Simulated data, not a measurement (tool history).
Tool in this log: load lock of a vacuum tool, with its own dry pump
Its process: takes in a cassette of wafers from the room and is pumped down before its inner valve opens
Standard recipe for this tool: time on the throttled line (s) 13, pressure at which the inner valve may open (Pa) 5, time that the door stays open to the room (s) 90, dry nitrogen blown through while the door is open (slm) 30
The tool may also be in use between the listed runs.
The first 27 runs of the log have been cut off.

| run | hour | time on the throttled line (s) | pressure at which the inner valve may open (Pa) | time that the door stays open to the room (s) | dry nitrogen blown through while the door is open (slm) | incoming humidity of the room's air, % | time from the closed door until the inner valve may open (s) | rise of the pressure with all valves shut (Pa/min) |
|---|---|---|---|---|---|---|---|---|
| 28 | 6245.5 | 22 | 8 | 29 | 35 | 42.1 | 38.0 | 0.191 |
| 29 | 6521.8 | 22 | 8 | 29 | 35 | 44.2 | 38.2 | 0.197 |
| 30 | 6749.4 | 22 | 8 | 29 | 35 | 42.2 | 39.2 | 0.210 |
|  | 6958.6 | door's seal changed, seat wiped |
| 31 | 6958.6 | 22 | 8 | 211 | 17 | 45.5 | 38.5 | 0.098 |
| 32 | 7100.5 | 22 | 8 | 211 | 17 | 45.7 | 39.0 | 0.102 |
| 33 | 7284.0 | 22 | 8 | 211 | 12 | 44.0 | 38.8 | 0.113 |
| 34 | 7589.6 | 22 | 8 | 211 | 12 | 48.5 | 38.6 | 0.121 |
| 35 | 7896.6 | 13 | 5 | 25 | 30 | 45.4 | 34.1 | 0.037 |
| 36 | 8097.8 | 8 | 4 | 194 | 30 | 45.9 | 30.6 | 0.085 |

4 options for the next run, each taken on its own from the tool as it stands now. Forecast them:
| A | 8296.4 | 19 | 6 | 44 | 30 | 43.7 | ? | ? |
| B | 8296.4 | 12 | 4 | 194 | 5 | 44.6 | ? | ? |
| C | 8296.4 | 8 | 4 | 187 | 30 | 43.2 | ? | ? |
| D | 8296.4 | 13 | 4 | 90 | 34 | 45.4 | ? | ? |

| run | time from the closed door until the inner valve may open (s) | rise of the pressure with all valves shut (Pa/min) |
|---|---|---|
| A | 37.4 | 0.051 |
| B | 33.8 | 0.133 |
| C | 30.5 | 0.086 |
| D | 34.7 | 0.062 |
Without the tool's hidden state the same runs would have given:
| run | time from the closed door until the inner valve may open (s) | rise of the pressure with all valves shut (Pa/min) |
|---|---|---|
| A | 37.0 | 0.039 |
| B | 33.3 | 0.121 |
| C | 30.1 | 0.074 |
| D | 34.2 | 0.050 |

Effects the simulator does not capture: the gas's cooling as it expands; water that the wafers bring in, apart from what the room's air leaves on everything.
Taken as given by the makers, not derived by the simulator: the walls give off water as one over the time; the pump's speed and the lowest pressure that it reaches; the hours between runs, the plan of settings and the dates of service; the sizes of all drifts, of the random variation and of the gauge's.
